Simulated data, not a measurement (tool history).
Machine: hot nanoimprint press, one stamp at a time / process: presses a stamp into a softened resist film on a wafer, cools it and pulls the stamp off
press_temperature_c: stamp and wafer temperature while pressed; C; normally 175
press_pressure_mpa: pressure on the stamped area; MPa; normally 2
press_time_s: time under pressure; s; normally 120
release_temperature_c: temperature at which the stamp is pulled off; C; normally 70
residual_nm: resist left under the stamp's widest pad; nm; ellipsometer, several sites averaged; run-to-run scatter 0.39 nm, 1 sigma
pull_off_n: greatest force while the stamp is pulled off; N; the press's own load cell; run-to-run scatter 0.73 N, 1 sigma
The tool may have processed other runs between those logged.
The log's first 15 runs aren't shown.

run	day	press_temperature_c	press_pressure_mpa	press_time_s	release_temperature_c	hours of work since the thermocouple was calibrated	imprints on the stamp's release coat	hours of work since the press's seals were changed	residual_nm	pull_off_n
16	7.146	167	2	120	63	31	23	268	162.7	102.6
17	7.704	187	2	60	70	39	56	276	97.1	92.8
18	8.117	183	1.61	120	70	45	81	282	93.4	93.4
19	8.758	183	1.61	202	78	54	120	291	73.7	82.2
20	9.167	175	2	170	70	60	145	296	103	93
21	9.642	175	2	170	70	66	174	303	104	94
22	9.967	175	1.76	120	71	71	193	308	124.5	92
23	10.308	175	1.76	120	71	76	214	313	124.8	91.8
24	10.717	186	2	205	70	82	238	318	59	94.8
25	11.025	172	2.09	120	70	86	257	323	132.1	94.7
26	11.338	173	2.48	188	73	91	276	327	100.3	90.5
27	11.933	173	2.48	161	63	99	312	336	106.2	107
28	12.492	173	2.48	161	63	107	346	344	106.1	108.1

Forecast run 29:
29	12.9	173	2.48	161	63	113	370	350	?	?

residual_nm: 107.4 nm
pull_off_n: 108.4 N
With the hidden condition absent and the run-to-run variation left alone, this run would have shown residual_nm 104.9 nm, pull_off_n 104.8 N.

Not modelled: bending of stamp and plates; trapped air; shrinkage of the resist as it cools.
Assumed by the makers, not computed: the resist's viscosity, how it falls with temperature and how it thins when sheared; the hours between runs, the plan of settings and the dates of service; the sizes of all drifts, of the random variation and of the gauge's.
